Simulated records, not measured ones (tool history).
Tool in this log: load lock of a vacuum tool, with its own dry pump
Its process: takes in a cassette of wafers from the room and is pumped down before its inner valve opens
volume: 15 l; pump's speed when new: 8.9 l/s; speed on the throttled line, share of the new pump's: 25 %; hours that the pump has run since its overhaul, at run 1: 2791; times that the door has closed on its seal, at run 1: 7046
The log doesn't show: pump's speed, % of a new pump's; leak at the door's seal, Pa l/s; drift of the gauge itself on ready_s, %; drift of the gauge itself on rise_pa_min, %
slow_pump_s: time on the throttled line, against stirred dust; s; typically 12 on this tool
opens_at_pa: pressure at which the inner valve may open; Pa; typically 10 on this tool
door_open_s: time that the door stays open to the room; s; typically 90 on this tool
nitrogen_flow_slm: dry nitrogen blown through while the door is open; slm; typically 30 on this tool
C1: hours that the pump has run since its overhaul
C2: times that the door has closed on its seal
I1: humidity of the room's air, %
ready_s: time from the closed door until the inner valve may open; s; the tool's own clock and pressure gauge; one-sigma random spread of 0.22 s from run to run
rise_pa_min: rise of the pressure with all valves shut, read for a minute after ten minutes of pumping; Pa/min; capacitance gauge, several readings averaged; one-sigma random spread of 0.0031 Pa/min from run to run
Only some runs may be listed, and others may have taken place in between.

{"run": 1, "hour": 0.0, "slow_pump_s": 12, "opens_at_pa": 10, "door_open_s": 90, "nitrogen_flow_slm": 30, "C1": 2791, "C2": 7046, "I1": 47.2, "ready_s": 24.7, "rise_pa_min": 0.151}
{"run": 2, "hour": 55.6, "slow_pump_s": 12, "opens_at_pa": 14, "door_open_s": 90, "nitrogen_flow_slm": 30, "C1": 2847, "C2": 7298, "I1": 42.5, "ready_s": 24.1, "rise_pa_min": 0.151}
{"run": 3, "hour": 136.5, "slow_pump_s": 12, "opens_at_pa": 14, "door_open_s": 90, "nitrogen_flow_slm": 30, "C1": 2927, "C2": 7666, "I1": 47.2, "ready_s": 24.6, "rise_pa_min": 0.167}
{"run": 4, "hour": 241.4, "slow_pump_s": 12, "opens_at_pa": 14, "door_open_s": 90, "nitrogen_flow_slm": 30, "C1": 3032, "C2": 8142, "I1": 47.4, "ready_s": 24.1, "rise_pa_min": 0.174}
{"run": 5, "hour": 365.9, "slow_pump_s": 12, "opens_at_pa": 10, "door_open_s": 90, "nitrogen_flow_slm": 6, "C1": 3157, "C2": 8708, "I1": 42.7, "ready_s": 25.1, "rise_pa_min": 0.205}
{"run": 6, "hour": 474.6, "slow_pump_s": 12, "opens_at_pa": 10, "door_open_s": 90, "nitrogen_flow_slm": 6, "C1": 3266, "C2": 9201, "I1": 46.7, "ready_s": 25.2, "rise_pa_min": 0.226}
{"run": 7, "hour": 587.5, "slow_pump_s": 12, "opens_at_pa": 10, "door_open_s": 90, "nitrogen_flow_slm": 6, "C1": 3378, "C2": 9714, "I1": 46.7, "ready_s": 24.8, "rise_pa_min": 0.232}
{"run": 8, "hour": 704.2, "slow_pump_s": 12, "opens_at_pa": 10, "door_open_s": 90, "nitrogen_flow_slm": 6, "C1": 3495, "C2": 10244, "I1": 44.2, "ready_s": 24.8, "rise_pa_min": 0.237}
{"run": 9, "hour": 777.1, "slow_pump_s": 12, "opens_at_pa": 19, "door_open_s": 90, "nitrogen_flow_slm": 30, "C1": 3568, "C2": 10575, "I1": 49.3, "ready_s": 23.7, "rise_pa_min": 0.219}
{"run": 10, "hour": 844.9, "slow_pump_s": 12, "opens_at_pa": 19, "door_open_s": 60, "nitrogen_flow_slm": 6, "C1": 3636, "C2": 10883, "I1": 43.6, "ready_s": 23.3, "rise_pa_min": 0.224}
{"run": 11, "hour": 919.2, "slow_pump_s": 19, "opens_at_pa": 10, "door_open_s": 90, "nitrogen_flow_slm": 30, "C1": 3710, "C2": 11221, "I1": 45.5, "ready_s": 30.2, "rise_pa_min": 0.224}
{"run": 12, "hour": 988.6, "slow_pump_s": 19, "opens_at_pa": 10, "door_open_s": 90, "nitrogen_flow_slm": 30, "C1": 3780, "C2": 11536, "I1": 42.8, "ready_s": 30.6, "rise_pa_min": 0.237}
{"run": 13, "hour": 1099.0, "slow_pump_s": 14, "opens_at_pa": 17, "door_open_s": 172, "nitrogen_flow_slm": 8, "C1": 3890, "C2": 12038, "I1": 44.2, "ready_s": 26.1, "rise_pa_min": 0.338}
{"run": 14, "hour": 1203.5, "slow_pump_s": 13, "opens_at_pa": 9, "door_open_s": 96, "nitrogen_flow_slm": 8, "C1": 3994, "C2": 12512, "I1": 41.8, "ready_s": 25.7, "rise_pa_min": 0.28}
{"run": 15, "hour": 1258.3, "slow_pump_s": 6, "opens_at_pa": 10, "door_open_s": 27, "nitrogen_flow_slm": 30, "C1": 4049, "C2": 12761, "I1": 47.2, "ready_s": 20.3, "rise_pa_min": 0.212}

Forecast each of these 4 alternatives for the next run:
{"run": "A", "hour": 1365.4, "slow_pump_s": 6, "opens_at_pa": 8, "door_open_s": 27, "nitrogen_flow_slm": 30, "C1": 4156, "C2": 13248, "I1": 45.3, "ready_s": "?", "rise_pa_min": "?"}
{"run": "B", "hour": 1365.4, "slow_pump_s": 6, "opens_at_pa": 10, "door_open_s": 27, "nitrogen_flow_slm": 6, "C1": 4156, "C2": 13248, "I1": 47.2, "ready_s": "?", "rise_pa_min": "?"}
{"run": "C", "hour": 1365.4, "slow_pump_s": 6, "opens_at_pa": 10, "door_open_s": 27, "nitrogen_flow_slm": 40, "C1": 4156, "C2": 13248, "I1": 42.8, "ready_s": "?", "rise_pa_min": "?"}
{"run": "D", "hour": 1365.4, "slow_pump_s": 18, "opens_at_pa": 10, "door_open_s": 27, "nitrogen_flow_slm": 30, "C1": 4156, "C2": 13248, "I1": 47.8, "ready_s": "?", "rise_pa_min": "?"}

run=A ready_s=20.6 rise_pa_min=0.223
run=B ready_s=20.7 rise_pa_min=0.247
run=C ready_s=20.8 rise_pa_min=0.219
run=D ready_s=29.6 rise_pa_min=0.226
Take away the tool's hidden state, keep each run's random variation, and the runs would have read:
run=A ready_s=20 rise_pa_min=0.032
run=B ready_s=20.1 rise_pa_min=0.052
run=C ready_s=20.2 rise_pa_min=0.026
run=D ready_s=29.1 rise_pa_min=0.036

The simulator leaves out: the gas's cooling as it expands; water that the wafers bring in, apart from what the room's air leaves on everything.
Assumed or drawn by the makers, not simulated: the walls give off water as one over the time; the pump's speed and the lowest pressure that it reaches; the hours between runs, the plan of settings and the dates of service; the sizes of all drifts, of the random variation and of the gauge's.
